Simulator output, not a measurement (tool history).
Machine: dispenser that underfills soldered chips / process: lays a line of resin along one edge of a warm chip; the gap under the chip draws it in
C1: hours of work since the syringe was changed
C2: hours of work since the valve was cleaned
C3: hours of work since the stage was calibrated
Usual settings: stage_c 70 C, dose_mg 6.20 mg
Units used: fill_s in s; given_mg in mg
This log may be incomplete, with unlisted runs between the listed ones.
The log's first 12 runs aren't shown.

At hour 108.2: new syringe of resin.
Run 13, hour 111.3: usual settings but stage_c 61 C, dose_mg 6.44 mg; C1 2; C2 8; C3 105. Result: fill_s 188.0 s, given_mg 6.36 mg.
At hour 118.5: new syringe of resin.
Run 14, hour 122.4: usual settings but stage_c 61 C, dose_mg 6.44 mg; C1 3; C2 15; C3 112. Result: fill_s 188.0 s, given_mg 6.46 mg.
At hour 128.9: new syringe of resin.
Run 15, hour 133.8: usual settings; C1 3; C2 22; C3 119. Result: fill_s 133.5 s, given_mg 6.14 mg.
At hour 139.2: new syringe of resin.
Run 16, hour 139.2: usual settings but dose_mg 6.37 mg; C1 0; C2 26; C3 122. Result: fill_s 116.0 s, given_mg 6.27 mg.
At hour 149.5: new syringe of resin.
Run 17, hour 149.5: usual settings but dose_mg 6.37 mg; C1 0; C2 32; C3 129. Result: fill_s 119.5 s, given_mg 6.18 mg.
Run 18, hour 154.9: usual settings but dose_mg 7.69 mg; C1 4; C2 36; C3 132. Result: fill_s 140.8 s, given_mg 7.52 mg.
At hour 159.9: new syringe of resin.
Run 19, hour 165.3: usual settings but dose_mg 7.69 mg; C1 3; C2 42; C3 139. Result: fill_s 139.6 s, given_mg 7.48 mg.
At hour 170.4: new syringe of resin.
Run 20, hour 176.3: usual settings but stage_c 63 C, dose_mg 7.40 mg; C1 4; C2 49; C3 146. Result: fill_s 183.7 s, given_mg 7.20 mg.
At hour 181.2: new syringe of resin.
Run 21, hour 185.9: usual settings but stage_c 63 C, dose_mg 7.40 mg; C1 3; C2 55; C3 152. Result: fill_s 177.1 s, given_mg 7.06 mg.
At hour 191.7: new syringe of resin.
Run 22, hour 196.0: usual settings but stage_c 80 C, dose_mg 5.38 mg; C1 3; C2 61; C3 158. Result: fill_s 96.7 s, given_mg 5.19 mg.
At hour 202.0: new syringe of resin.
Run 23, hour 206.7: usual settings but stage_c 60 C, dose_mg 7.98 mg; C1 3; C2 68; C3 165. Result: fill_s 201.5 s, given_mg 7.66 mg.
At hour 213.0: new syringe of resin.
Run 24, hour 217.7: usual settings but stage_c 67 C, dose_mg 7.98 mg; C1 3; C2 75; C3 172. Result: fill_s 151.1 s, given_mg 7.59 mg.
Run 25, hour 222.8: usual settings but stage_c 62 C, dose_mg 7.48 mg; C1 6; C2 78; C3 175. Result: fill_s 219.4 s, given_mg 7.05 mg.
At hour 223.8: new syringe of resin.
At hour 234.1: new syringe of resin.
Run 26, hour 235.3: usual settings but stage_c 62 C, dose_mg 5.33 mg; C1 1; C2 86; C3 183. Result: fill_s 167.3 s, given_mg 4.97 mg.
At hour 244.8: new syringe of resin.
Run 27, hour 244.9: usual settings but stage_c 69 C, dose_mg 7.36 mg; C1 0; C2 92; C3 189. Result: fill_s 121.4 s, given_mg 6.82 mg.
Run 28, hour 254.5: usual settings but stage_c 77 C, dose_mg 7.91 mg; C1 6; C2 98; C3 195. Result: fill_s 126.5 s, given_mg 7.41 mg.
At hour 255.4: new syringe of resin.
At hour 265.7: new syringe of resin.
Run 29, hour 266.7: usual settings but stage_c 77 C, dose_mg 7.91 mg; C1 1; C2 106; C3 202. Result: fill_s 94.0 s, given_mg 7.35 mg.
Run 30, hour 274.6: usual settings but stage_c 59 C, dose_mg 7.74 mg; C1 6; C2 111; C3 207. Result: fill_s 238.6 s, given_mg 7.28 mg.
At hour 276.1: new syringe of resin.
Run 31, hour 281.3: usual settings but stage_c 59 C, dose_mg 7.74 mg; C1 3; C2 115; C3 212. Result: fill_s 210.1 s, given_mg 7.13 mg.
At hour 287.0: new syringe of resin.
Run 32, hour 293.9: usual settings but stage_c 74 C, dose_mg 6.71 mg; C1 4; C2 123; C3 220. Result: fill_s 127.0 s, given_mg 6.10 mg.
At hour 297.8: new syringe of resin.
Run 33, hour 301.2: usual settings but stage_c 61 C, dose_mg 8.01 mg; C1 2; C2 127; C3 224. Result: fill_s 182.5 s, given_mg 7.25 mg.

For run 34, what comes out?
At hour 308.7: new syringe of resin.
Run 34, hour 311.9: usual settings but stage_c 58 C, dose_mg 5.60 mg; C1 2; C2 134; C3 231. Result: fill_s ?, given_mg ?.

fill_s: 212.6 s
given_mg: 5.08 mg
With no hidden state in the tool, this same run would have given fill_s 187.9 s, given_mg 5.60 mg.

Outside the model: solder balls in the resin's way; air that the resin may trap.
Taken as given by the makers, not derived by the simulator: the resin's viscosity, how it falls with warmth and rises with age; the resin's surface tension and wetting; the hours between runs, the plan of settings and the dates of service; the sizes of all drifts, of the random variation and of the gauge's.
